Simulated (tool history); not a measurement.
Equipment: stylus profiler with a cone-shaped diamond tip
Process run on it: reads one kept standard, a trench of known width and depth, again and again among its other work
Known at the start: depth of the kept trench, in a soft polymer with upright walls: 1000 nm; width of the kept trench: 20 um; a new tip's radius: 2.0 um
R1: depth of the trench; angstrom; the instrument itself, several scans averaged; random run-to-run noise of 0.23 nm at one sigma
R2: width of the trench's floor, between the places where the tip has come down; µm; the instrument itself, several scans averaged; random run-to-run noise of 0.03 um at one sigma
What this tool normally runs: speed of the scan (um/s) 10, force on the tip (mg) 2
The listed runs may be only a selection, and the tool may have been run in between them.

run 1 day=0 | speed_of_the_scan_(um/s)=10 force_on_the_tip_(mg)=2 | R1=10131.7 R2=15.88
run 2 day=4.383 | speed_of_the_scan_(um/s)=10 force_on_the_tip_(mg)=2 | R1=10132.2 R2=15.83
run 3 day=7.1 | speed_of_the_scan_(um/s)=10 force_on_the_tip_(mg)=2 | R1=10132.2 R2=15.78
run 4 day=10.338 | speed_of_the_scan_(um/s)=10 force_on_the_tip_(mg)=1.98 | R1=10136.6 R2=15.71
run 5 day=15.046 | speed_of_the_scan_(um/s)=8 force_on_the_tip_(mg)=1.98 | R1=10137.6 R2=15.62
run 6 day=18.075 | speed_of_the_scan_(um/s)=8 force_on_the_tip_(mg)=1.98 | R1=10133.9 R2=15.58
run 7 day=23.304 | speed_of_the_scan_(um/s)=8 force_on_the_tip_(mg)=1.98 | R1=10135.3 R2=15.51
run 8 day=26.508 | speed_of_the_scan_(um/s)=10 force_on_the_tip_(mg)=2 | R1=10142.6 R2=15.52
run 9 day=31.825 | speed_of_the_scan_(um/s)=10 force_on_the_tip_(mg)=1.05 | R1=10101.9 R2=15.36
-- day=32.104 height scale calibrated on a step standard
run 10 day=36.329 | speed_of_the_scan_(um/s)=10 force_on_the_tip_(mg)=1.98 | R1=10153.3 R2=15.24
run 11 day=39.121 | speed_of_the_scan_(um/s)=10 force_on_the_tip_(mg)=1.98 | R1=10156.6 R2=15.33
run 12 day=42.45 | speed_of_the_scan_(um/s)=4 force_on_the_tip_(mg)=4.93 | R1=10260.1 R2=15.2
run 13 day=46.612 | speed_of_the_scan_(um/s)=4 force_on_the_tip_(mg)=4.93 | R1=10259.8 R2=15.18
run 14 day=49.512 | speed_of_the_scan_(um/s)=4 force_on_the_tip_(mg)=4.93 | R1=10259.6 R2=15.12
run 15 day=54.038 | speed_of_the_scan_(um/s)=4 force_on_the_tip_(mg)=4.93 | R1=10266.4 R2=15.06
-- day=56.021 height scale calibrated on a step standard, once more
run 16 day=57.125 | speed_of_the_scan_(um/s)=28 force_on_the_tip_(mg)=4.11 | R1=10200.6 R2=15.02
run 17 day=61.504 | speed_of_the_scan_(um/s)=2 force_on_the_tip_(mg)=2 | R1=10121 R2=14.96
run 18 day=63.875 | speed_of_the_scan_(um/s)=9 force_on_the_tip_(mg)=5.02 | R1=10228.5 R2=14.91
run 19 day=67.688 | speed_of_the_scan_(um/s)=9 force_on_the_tip_(mg)=5.02 | R1=10229.8 R2=14.86
run 20 day=71.529 | speed_of_the_scan_(um/s)=9 force_on_the_tip_(mg)=5.02 | R1=10230.7 R2=14.87
run 21 day=74.071 | speed_of_the_scan_(um/s)=9 force_on_the_tip_(mg)=5.02 | R1=10229.6 R2=14.81
run 22 day=76.729 | speed_of_the_scan_(um/s)=9 force_on_the_tip_(mg)=5.02 | R1=10234.1 R2=14.79

Predict each of these 5 candidate next runs independently; none follows another, all start after run 22:
run A day=81.092 | speed_of_the_scan_(um/s)=7 force_on_the_tip_(mg)=5.02 | R1=? R2=?
run B day=81.092 | speed_of_the_scan_(um/s)=9 force_on_the_tip_(mg)=1.73 | R1=? R2=?
run C day=81.092 | speed_of_the_scan_(um/s)=16 force_on_the_tip_(mg)=0.76 | R1=? R2=?
run D day=81.092 | speed_of_the_scan_(um/s)=14 force_on_the_tip_(mg)=5.02 | R1=? R2=?
run E day=81.092 | speed_of_the_scan_(um/s)=6 force_on_the_tip_(mg)=1.06 | R1=? R2=?

run=A R1=10233.4 R2=14.7
run=B R1=10119.2 R2=14.7
run=C R1=10072.9 R2=14.7
run=D R1=10233.6 R2=14.69
run=E R1=10086.7 R2=14.65
Stripped of hidden state, with their random variation kept, the same runs would have yielded:
run=A R1=10224.5 R2=16.52
run=B R1=10110.5 R2=16.52
run=C R1=10064.2 R2=16.52
run=D R1=10224.7 R2=16.51
run=E R1=10078 R2=16.48
